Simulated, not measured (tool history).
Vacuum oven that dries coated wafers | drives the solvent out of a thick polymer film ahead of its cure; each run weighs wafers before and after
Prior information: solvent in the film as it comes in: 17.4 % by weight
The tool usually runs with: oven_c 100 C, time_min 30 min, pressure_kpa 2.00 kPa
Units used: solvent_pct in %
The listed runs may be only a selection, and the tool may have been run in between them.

| run | hour | oven_c | time_min | pressure_kpa | solvent_pct |
|---|---|---|---|---|---|
| 1 | 0.0 | 100 | 30 | 2.00 | 1.91 |
| 2 | 104.6 | 100 | 30 | 2.00 | 1.97 |
| 3 | 212.2 | 100 | 30 | 2.00 | 1.91 |
| 4 | 269.9 | 100 | 30 | 2.00 | 1.98 |
| 5 | 350.0 | 100 | 30 | 2.00 | 2.02 |
| 6 | 456.8 | 100 | 30 | 2.00 | 1.94 |
|  | 468.6 | oven's thermocouples calibrated |
| 7 | 560.2 | 94 | 30 | 2.03 | 3.43 |
| 8 | 660.8 | 101 | 41 | 2.00 | 1.39 |
| 9 | 738.2 | 91 | 31 | 2.58 | 4.60 |
| 10 | 862.0 | 101 | 30 | 1.55 | 1.84 |

What will run 11 give?
| 11 | 981.0 | 101 | 30 | 1.55 | ? |

{"run 11": {"solvent_pct": 1.81}}
Had the tool carried no hidden state, the very same run would have given solvent_pct 1.41 %.

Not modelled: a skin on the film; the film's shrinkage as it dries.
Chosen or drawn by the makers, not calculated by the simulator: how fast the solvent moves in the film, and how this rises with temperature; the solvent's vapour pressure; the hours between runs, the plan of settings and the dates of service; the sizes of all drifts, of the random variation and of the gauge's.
